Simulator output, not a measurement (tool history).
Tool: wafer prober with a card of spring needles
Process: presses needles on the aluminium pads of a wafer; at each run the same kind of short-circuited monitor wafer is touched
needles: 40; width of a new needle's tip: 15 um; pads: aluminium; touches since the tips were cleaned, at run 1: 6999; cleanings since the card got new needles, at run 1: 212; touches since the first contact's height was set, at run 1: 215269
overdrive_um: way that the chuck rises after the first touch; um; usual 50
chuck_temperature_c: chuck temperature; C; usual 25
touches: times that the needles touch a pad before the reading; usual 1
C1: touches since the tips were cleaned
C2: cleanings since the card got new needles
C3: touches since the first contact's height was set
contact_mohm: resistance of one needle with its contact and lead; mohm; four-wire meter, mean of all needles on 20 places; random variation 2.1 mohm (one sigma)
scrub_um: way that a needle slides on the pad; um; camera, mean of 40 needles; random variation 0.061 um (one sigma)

{"run": 1, "hour": 0.0, "overdrive_um": 50, "chuck_temperature_c": 25, "touches": 1, "C1": 6999, "C2": 212, "C3": 215269, "contact_mohm": 267, "scrub_um": 11.46}
{"hour": 3.1, "done": "tips cleaned on abrasive film"}
{"hour": 12.3, "done": "height of the first contact set anew"}
{"hour": 18.3, "done": "tips cleaned on abrasive film"}
{"hour": 33.2, "done": "tips cleaned on abrasive film"}
{"hour": 45.2, "done": "tips cleaned on abrasive film"}
{"hour": 60.1, "done": "tips cleaned on abrasive film"}
{"hour": 75.1, "done": "tips cleaned on abrasive film"}
{"hour": 90.0, "done": "tips cleaned on abrasive film"}
{"run": 2, "hour": 95.0, "overdrive_um": 50, "chuck_temperature_c": 25, "touches": 1, "C1": 3324, "C2": 219, "C3": 54408, "contact_mohm": 261, "scrub_um": 11.61}
{"hour": 104.0, "done": "tips cleaned on abrasive film"}
{"hour": 116.0, "done": "tips cleaned on abrasive film"}
{"hour": 127.9, "done": "tips cleaned on abrasive film"}
{"hour": 142.9, "done": "tips cleaned on abrasive film"}
{"hour": 154.8, "done": "tips cleaned on abrasive film"}
{"hour": 169.8, "done": "tips cleaned on abrasive film"}
{"run": 3, "hour": 174.7, "overdrive_um": 50, "chuck_temperature_c": 43, "touches": 1, "C1": 3275, "C2": 225, "C3": 106803, "contact_mohm": 261, "scrub_um": 11.49}
{"hour": 183.7, "done": "tips cleaned on abrasive film"}
{"hour": 198.7, "done": "tips cleaned on abrasive film"}
{"hour": 210.6, "done": "tips cleaned on abrasive film"}
{"hour": 225.6, "done": "tips cleaned on abrasive film"}
{"hour": 237.5, "done": "tips cleaned on abrasive film"}
{"run": 4, "hour": 241.5, "overdrive_um": 50, "chuck_temperature_c": 43, "touches": 1, "C1": 2646, "C2": 230, "C3": 150709, "contact_mohm": 262, "scrub_um": 11.35}
{"hour": 250.5, "done": "tips cleaned on abrasive film"}
{"hour": 265.4, "done": "tips cleaned on abrasive film"}
{"hour": 280.4, "done": "tips cleaned on abrasive film"}
{"hour": 295.3, "done": "tips cleaned on abrasive film"}
{"hour": 310.2, "done": "tips cleaned on abrasive film"}
{"run": 5, "hour": 312.0, "overdrive_um": 50, "chuck_temperature_c": 43, "touches": 1, "C1": 1168, "C2": 235, "C3": 197069, "contact_mohm": 252, "scrub_um": 11.33}
{"hour": 324.0, "done": "tips cleaned on abrasive film"}
{"hour": 335.9, "done": "tips cleaned on abrasive film"}
{"hour": 350.9, "done": "tips cleaned on abrasive film"}
{"hour": 351.2, "done": "height of the first contact set anew"}
{"run": 6, "hour": 360.4, "overdrive_um": 50, "chuck_temperature_c": 43, "touches": 1, "C1": 6083, "C2": 238, "C3": 6083, "contact_mohm": 269, "scrub_um": 11.66}
{"hour": 363.4, "done": "tips cleaned on abrasive film"}
{"hour": 378.4, "done": "tips cleaned on abrasive film"}
{"hour": 393.3, "done": "tips cleaned on abrasive film"}
{"hour": 405.3, "done": "tips cleaned on abrasive film"}
{"hour": 420.2, "done": "tips cleaned on abrasive film"}
{"hour": 434.9, "done": "tips cleaned on abrasive film"}
{"run": 7, "hour": 434.9, "overdrive_um": 50, "chuck_temperature_c": 43, "touches": 1, "C1": 0, "C2": 244, "C3": 55035, "contact_mohm": 247, "scrub_um": 11.61}
{"hour": 449.8, "done": "tips cleaned on abrasive film"}
{"hour": 464.7, "done": "tips cleaned on abrasive film"}
{"hour": 479.7, "done": "tips cleaned on abrasive film"}
{"hour": 494.6, "done": "tips cleaned on abrasive film"}
{"run": 8, "hour": 499.9, "overdrive_um": 50, "chuck_temperature_c": 104, "touches": 1, "C1": 3510, "C2": 248, "C3": 97841, "contact_mohm": 274, "scrub_um": 11.55}
{"hour": 508.9, "done": "tips cleaned on abrasive film"}
{"hour": 520.9, "done": "tips cleaned on abrasive film"}
{"hour": 535.8, "done": "tips cleaned on abrasive film"}
{"run": 9, "hour": 546.4, "overdrive_um": 50, "chuck_temperature_c": 25, "touches": 1, "C1": 7057, "C2": 251, "C3": 128476, "contact_mohm": 265, "scrub_um": 11.38}
{"hour": 549.5, "done": "tips cleaned on abrasive film"}
{"hour": 564.4, "done": "tips cleaned on abrasive film"}
{"hour": 579.4, "done": "tips cleaned on abrasive film"}
{"hour": 592.0, "done": "tips cleaned on abrasive film"}
{"run": 10, "hour": 592.0, "overdrive_um": 50, "chuck_temperature_c": 25, "touches": 1, "C1": 0, "C2": 255, "C3": 158411, "contact_mohm": 239, "scrub_um": 11.41}
{"hour": 604.0, "done": "tips cleaned on abrasive film"}
{"hour": 618.9, "done": "tips cleaned on abrasive film"}
{"run": 11, "hour": 630.6, "overdrive_um": 50, "chuck_temperature_c": 25, "touches": 1, "C1": 7742, "C2": 257, "C3": 183837, "contact_mohm": 267, "scrub_um": 11.38}
{"hour": 633.7, "done": "tips cleaned on abrasive film"}
{"hour": 645.7, "done": "tips cleaned on abrasive film"}
{"hour": 660.6, "done": "tips cleaned on abrasive film"}
{"hour": 675.5, "done": "tips cleaned on abrasive film"}
{"hour": 689.0, "done": "tips cleaned on abrasive film"}
{"run": 12, "hour": 689.0, "overdrive_um": 50, "chuck_temperature_c": 25, "touches": 1, "C1": 0, "C2": 262, "C3": 222131, "contact_mohm": 245, "scrub_um": 11.34}
{"hour": 692.2, "done": "height of the first contact set anew"}
{"hour": 704.2, "done": "tips cleaned on abrasive film"}
{"hour": 719.1, "done": "tips cleaned on abrasive film"}
{"hour": 731.1, "done": "tips cleaned on abrasive film"}
{"run": 13, "hour": 740.2, "overdrive_um": 50, "chuck_temperature_c": 25, "touches": 1, "C1": 6064, "C2": 265, "C3": 31606, "contact_mohm": 269, "scrub_um": 11.6}
{"hour": 743.3, "done": "tips cleaned on abrasive film"}
{"hour": 755.3, "done": "tips cleaned on abrasive film"}
{"hour": 770.2, "done": "tips cleaned on abrasive film"}
{"hour": 785.1, "done": "tips cleaned on abrasive film"}
{"run": 14, "hour": 789.1, "overdrive_um": 50, "chuck_temperature_c": 25, "touches": 1, "C1": 2658, "C2": 269, "C3": 63730, "contact_mohm": 256, "scrub_um": 11.55}
{"hour": 798.1, "done": "tips cleaned on abrasive film"}
{"hour": 813.1, "done": "tips cleaned on abrasive film"}
{"hour": 828.0, "done": "tips cleaned on abrasive film"}
{"run": 15, "hour": 833.5, "overdrive_um": 50, "chuck_temperature_c": 25, "touches": 1, "C1": 3633, "C2": 272, "C3": 92904, "contact_mohm": 262, "scrub_um": 11.52}
{"hour": 842.5, "done": "tips cleaned on abrasive film"}
{"hour": 857.4, "done": "tips cleaned on abrasive film"}
{"hour": 872.4, "done": "tips cleaned on abrasive film"}
{"hour": 884.3, "done": "tips cleaned on abrasive film"}
{"hour": 899.3, "done": "tips cleaned on abrasive film"}
{"run": 16, "hour": 903.2, "overdrive_um": 50, "chuck_temperature_c": 81, "touches": 1, "C1": 2635, "C2": 277, "C3": 138764, "contact_mohm": 267, "scrub_um": 11.44}
{"hour": 912.2, "done": "tips cleaned on abrasive film"}
{"hour": 927.2, "done": "tips cleaned on abrasive film"}
{"hour": 939.1, "done": "tips cleaned on abrasive film"}
{"hour": 954.1, "done": "tips cleaned on abrasive film"}
{"run": 17, "hour": 956.7, "overdrive_um": 50, "chuck_temperature_c": 81, "touches": 1, "C1": 1762, "C2": 281, "C3": 173926, "contact_mohm": 265, "scrub_um": 11.42}
{"hour": 968.7, "done": "tips cleaned on abrasive film"}
{"hour": 980.7, "done": "tips cleaned on abrasive film"}
{"hour": 995.6, "done": "tips cleaned on abrasive film"}
{"run": 18, "hour": 1001.2, "overdrive_um": 34, "chuck_temperature_c": 70, "touches": 2, "C1": 3744, "C2": 284, "C3": 203212, "contact_mohm": 284, "scrub_um": 7.59}
{"hour": 1010.2, "done": "tips cleaned on abrasive film"}
{"hour": 1025.2, "done": "tips cleaned on abrasive film"}
{"hour": 1031.4, "done": "height of the first contact set anew"}
{"hour": 1040.4, "done": "tips cleaned on abrasive film"}
{"hour": 1055.3, "done": "tips cleaned on abrasive film"}
{"hour": 1070.3, "done": "tips cleaned on abrasive film"}
{"run": 19, "hour": 1082.1, "overdrive_um": 34, "chuck_temperature_c": 70, "touches": 2, "C1": 7859, "C2": 289, "C3": 33402, "contact_mohm": 291, "scrub_um": 7.93}
{"hour": 1085.2, "done": "tips cleaned on abrasive film"}
{"hour": 1100.1, "done": "tips cleaned on abrasive film"}
{"hour": 1115.1, "done": "tips cleaned on abrasive film"}
{"hour": 1130.0, "done": "tips cleaned on abrasive film"}
{"hour": 1144.9, "done": "tips cleaned on abrasive film"}
{"run": 20, "hour": 1147.6, "overdrive_um": 50, "chuck_temperature_c": 80, "touches": 3, "C1": 1798, "C2": 294, "C3": 76461, "contact_mohm": 261, "scrub_um": 11.6}
{"hour": 1159.6, "done": "tips cleaned on abrasive film"}
{"hour": 1174.5, "done": "tips cleaned on abrasive film"}
{"hour": 1189.5, "done": "tips cleaned on abrasive film"}
{"run": 21, "hour": 1192.1, "overdrive_um": 50, "chuck_temperature_c": 80, "touches": 2, "C1": 1748, "C2": 297, "C3": 105716, "contact_mohm": 262, "scrub_um": 11.56}
{"hour": 1204.1, "done": "tips cleaned on abrasive film"}
{"hour": 1216.0, "done": "tips cleaned on abrasive film"}
{"hour": 1231.0, "done": "tips cleaned on abrasive film"}
{"hour": 1242.9, "done": "tips cleaned on abrasive film"}
{"hour": 1257.9, "done": "tips cleaned on abrasive film"}
{"hour": 1272.8, "done": "tips cleaned on abrasive film"}
{"run": 22, "hour": 1282.1, "overdrive_um": 50, "chuck_temperature_c": 80, "touches": 2, "C1": 6180, "C2": 303, "C3": 164945, "contact_mohm": 267, "scrub_um": 11.48}
{"hour": 1285.2, "done": "tips cleaned on abrasive film"}
{"hour": 1300.2, "done": "tips cleaned on abrasive film"}
{"hour": 1315.1, "done": "tips cleaned on abrasive film"}
{"hour": 1330.0, "done": "tips cleaned on abrasive film"}
{"hour": 1342.0, "done": "tips cleaned on abrasive film"}
{"hour": 1356.9, "done": "tips cleaned on abrasive film"}
{"hour": 1371.1, "done": "tips cleaned on abrasive film"}
{"hour": 1371.4, "done": "height of the first contact set anew"}
{"run": 23, "hour": 1371.4, "overdrive_um": 53, "chuck_temperature_c": 80, "touches": 2, "C1": 0, "C2": 310, "C3": 0, "contact_mohm": 252, "scrub_um": 12.31}
{"hour": 1383.4, "done": "tips cleaned on abrasive film"}
{"hour": 1398.3, "done": "tips cleaned on abrasive film"}
{"hour": 1410.3, "done": "tips cleaned on abrasive film"}
{"run": 24, "hour": 1418.3, "overdrive_um": 39, "chuck_temperature_c": 78, "touches": 2, "C1": 5314, "C2": 313, "C3": 30857, "contact_mohm": 281, "scrub_um": 9.09}
{"hour": 1424.4, "done": "tips cleaned on abrasive film"}
{"hour": 1439.3, "done": "tips cleaned on abrasive film"}
{"hour": 1454.2, "done": "tips cleaned on abrasive film"}
{"hour": 1469.2, "done": "tips cleaned on abrasive film"}
{"hour": 1481.1, "done": "tips cleaned on abrasive film"}
{"run": 25, "hour": 1492.1, "overdrive_um": 70, "chuck_temperature_c": 25, "touches": 1, "C1": 7253, "C2": 318, "C3": 79372, "contact_mohm": 259, "scrub_um": 16.24}
{"hour": 1495.2, "done": "tips cleaned on abrasive film"}
{"hour": 1507.1, "done": "tips cleaned on abrasive film"}
{"hour": 1522.1, "done": "tips cleaned on abrasive film"}
{"hour": 1537.0, "done": "tips cleaned on abrasive film"}
{"hour": 1549.0, "done": "tips cleaned on abrasive film"}
{"hour": 1563.9, "done": "tips cleaned on abrasive film"}
{"run": 26, "hour": 1573.9, "overdrive_um": 31, "chuck_temperature_c": 28, "touches": 2, "C1": 6607, "C2": 324, "C3": 133134, "contact_mohm": 298, "scrub_um": 7.04}

3 ways to go on from here, each from the tool as it stands after run 26. What would each give?
{"hour": 1576.9, "done": "tips cleaned on abrasive film"}
{"hour": 1591.9, "done": "tips cleaned on abrasive film"}
{"hour": 1603.8, "done": "tips cleaned on abrasive film"}
{"hour": 1618.1, "done": "tips cleaned on abrasive film"}
{"run": "A", "hour": 1618.1, "overdrive_um": 33, "chuck_temperature_c": 58, "touches": 3, "C1": 0, "C2": 328, "C3": 162139, "contact_mohm": "?", "scrub_um": "?"}
{"hour": 1576.9, "done": "tips cleaned on abrasive film"}
{"hour": 1591.9, "done": "tips cleaned on abrasive film"}
{"hour": 1603.8, "done": "tips cleaned on abrasive film"}
{"hour": 1618.1, "done": "tips cleaned on abrasive film"}
{"run": "B", "hour": 1618.1, "overdrive_um": 31, "chuck_temperature_c": 71, "touches": 2, "C1": 0, "C2": 328, "C3": 162139, "contact_mohm": "?", "scrub_um": "?"}
{"hour": 1576.9, "done": "tips cleaned on abrasive film"}
{"hour": 1591.9, "done": "tips cleaned on abrasive film"}
{"hour": 1603.8, "done": "tips cleaned on abrasive film"}
{"hour": 1618.1, "done": "tips cleaned on abrasive film"}
{"run": "C", "hour": 1618.1, "overdrive_um": 55, "chuck_temperature_c": 28, "touches": 2, "C1": 0, "C2": 328, "C3": 162139, "contact_mohm": "?", "scrub_um": "?"}

run=A contact_mohm=254 scrub_um=7.46
run=B contact_mohm=268 scrub_um=6.86
run=C contact_mohm=244 scrub_um=12.56
Without the tool's hidden state the same runs would have given:
run=A contact_mohm=246 scrub_um=7.76
run=B contact_mohm=256 scrub_um=7.16
run=C contact_mohm=240 scrub_um=12.86
